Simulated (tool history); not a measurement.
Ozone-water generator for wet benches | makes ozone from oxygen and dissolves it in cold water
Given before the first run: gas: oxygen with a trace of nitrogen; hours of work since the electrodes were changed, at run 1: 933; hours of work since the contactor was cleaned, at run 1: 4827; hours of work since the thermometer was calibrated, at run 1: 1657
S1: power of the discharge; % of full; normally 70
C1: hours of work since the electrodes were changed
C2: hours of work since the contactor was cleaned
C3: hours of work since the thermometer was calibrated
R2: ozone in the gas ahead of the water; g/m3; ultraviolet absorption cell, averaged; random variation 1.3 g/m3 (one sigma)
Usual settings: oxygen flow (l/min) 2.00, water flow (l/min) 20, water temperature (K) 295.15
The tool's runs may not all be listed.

Run 1, day 0.000: usual settings; C1 933; C2 4827; C3 1657. Result: dissolved ozone (ppm) 14.0, R2 234.0 g/m3.
Run 2, day 3.471: usual settings; C1 993; C2 4887; C3 1718. Result: dissolved ozone (ppm) 13.9, R2 232.6 g/m3.
Run 3, day 5.362: usual settings but oxygen flow (l/min) 1.46; C1 1026; C2 4920; C3 1750. Result: dissolved ozone (ppm) 12.1, R2 256.3 g/m3.
Run 4, day 8.821: usual settings but water temperature (K) 289.15; C1 1086; C2 4980; C3 1811. Result: dissolved ozone (ppm) 14.8, R2 232.3 g/m3.
Run 5, day 10.512: usual settings but water flow (l/min) 29, water temperature (K) 289.15; C1 1115; C2 5009; C3 1840. Result: dissolved ozone (ppm) 10.0, R2 231.5 g/m3.
Run 6, day 12.400: usual settings but water flow (l/min) 29, water temperature (K) 289.15; C1 1148; C2 5042; C3 1873. Result: dissolved ozone (ppm) 10.0, R2 229.9 g/m3.
Run 7, day 14.004: usual settings; C1 1176; C2 5070; C3 1901. Result: dissolved ozone (ppm) 13.8, R2 229.4 g/m3.
Run 8, day 15.925: usual settings; C1 1210; C2 5103; C3 1934. Result: dissolved ozone (ppm) 13.8, R2 230.5 g/m3.
Run 9, day 18.196: usual settings; C1 1249; C2 5143; C3 1973. Result: dissolved ozone (ppm) 13.8, R2 228.4 g/m3.
Run 10, day 20.550: usual settings; C1 1290; C2 5184; C3 2014. Result: dissolved ozone (ppm) 14.0, R2 230.9 g/m3.
Run 11, day 24.075: usual settings; C1 1351; C2 5245; C3 2076. Result: dissolved ozone (ppm) 13.7, R2 231.0 g/m3.
Run 12, day 26.238: usual settings; C1 1389; C2 5283; C3 2113. Result: dissolved ozone (ppm) 13.8, R2 230.9 g/m3.
Run 13, day 29.392: usual settings; C1 1444; C2 5337; C3 2168. Result: dissolved ozone (ppm) 13.7, R2 230.0 g/m3.
Run 14, day 32.542: usual settings; C1 1498; C2 5392; C3 2223. Result: dissolved ozone (ppm) 13.9, R2 227.5 g/m3.
Run 15, day 36.250: usual settings but oxygen flow (l/min) 1.45, water temperature (K) 293.15; C1 1563; C2 5457; C3 2287. Result: dissolved ozone (ppm) 12.2, R2 256.5 g/m3.
Run 16, day 37.983: usual settings but S1 71 % of full, oxygen flow (l/min) 1.23, water flow (l/min) 17, water temperature (K) 294.15; C1 1593; C2 5487; C3 2317. Result: dissolved ozone (ppm) 12.8, R2 269.1 g/m3.
Run 17, day 40.612: usual settings but S1 46 % of full; C1 1639; C2 5532; C3 2363. Result: dissolved ozone (ppm) 9.7, R2 165.8 g/m3.
Run 18, day 43.958: usual settings but S1 46 % of full, water flow (l/min) 18, water temperature (K) 303.15; C1 1697; C2 5590; C3 2421. Result: dissolved ozone (ppm) 10.0, R2 166.5 g/m3.
Run 19, day 45.612: usual settings but S1 54 % of full; C1 1725; C2 5619; C3 2450. Result: dissolved ozone (ppm) 10.9, R2 182.8 g/m3.
Run 20, day 48.925: usual settings but S1 56 % of full, water flow (l/min) 12; C1 1783; C2 5677; C3 2507. Result: dissolved ozone (ppm) 17.8, R2 192.3 g/m3.
At day 49.296: contactor cleaned.
Run 21, day 51.917: usual settings but S1 56 % of full, water flow (l/min) 12; C1 1832; C2 46; C3 2557. Result: dissolved ozone (ppm) 17.1, R2 189.8 g/m3.
Run 22, day 54.804: usual settings but S1 56 % of full, water flow (l/min) 12; C1 1882; C2 96; C3 2607. Result: dissolved ozone (ppm) 16.8, R2 192.7 g/m3.
Run 23, day 56.579: usual settings but S1 53 % of full, oxygen flow (l/min) 1.37, water flow (l/min) 12; C1 1913; C2 127; C3 2638. Result: dissolved ozone (ppm) 14.4, R2 207.7 g/m3.
Run 24, day 59.533: usual settings but S1 98 % of full, oxygen flow (l/min) 1.85, water flow (l/min) 19, water temperature (K) 290.15; C1 1964; C2 178; C3 2689. Result: dissolved ozone (ppm) 17.5, R2 298.7 g/m3.
Run 25, day 61.288: usual settings but S1 98 % of full, oxygen flow (l/min) 1.85, water flow (l/min) 19, water temperature (K) 290.15; C1 1995; C2 208; C3 2719. Result: dissolved ozone (ppm) 17.4, R2 295.1 g/m3.
At day 63.867: contactor cleaned, once more.
Run 26, day 63.967: usual settings but S1 54 % of full, oxygen flow (l/min) 3.47, water flow (l/min) 19, water temperature (K) 297.15; C1 2039; C2 2; C3 2763. Result: dissolved ozone (ppm) 14.3, R2 153.0 g/m3.
Run 27, day 66.333: usual settings but S1 87 % of full, water temperature (K) 297.15; C1 2080; C2 43; C3 2804. Result: dissolved ozone (ppm) 16.5, R2 264.9 g/m3.
Run 28, day 69.571: usual settings but S1 87 % of full, water temperature (K) 297.15; C1 2136; C2 99; C3 2860. Result: dissolved ozone (ppm) 16.3, R2 264.1 g/m3.

Alternative continuations, all from the tool just after run 28; predict every row:
Run A, day 72.750: usual settings but oxygen flow (l/min) 2.31; C1 2191; C2 154; C3 2916. Result: dissolved ozone (ppm) ?, R2 ?.
Run B, day 72.750: usual settings but S1 57 % of full, water temperature (K) 297.15; C1 2191; C2 154; C3 2916. Result: dissolved ozone (ppm) ?, R2 ?.
Run C, day 72.750: usual settings but S1 68 % of full; C1 2191; C2 154; C3 2916. Result: dissolved ozone (ppm) ?, R2 ?.
Run D, day 72.750: usual settings but S1 87 % of full, water flow (l/min) 25, water temperature (K) 290.15; C1 2191; C2 154; C3 2916. Result: dissolved ozone (ppm) ?, R2 ?.

run  dissolved ozone (ppm)     R2
  A                   14.9  213.5
  B                   12.0  190.8
  C                   13.8  220.4
  D                   13.8  260.6
Without the tool's hidden state the same runs would have given:
run  dissolved ozone (ppm)     R2
  A                   16.1  229.3
  B                   12.8  202.6
  C                   14.8  236.4
  D                   15.1  283.3
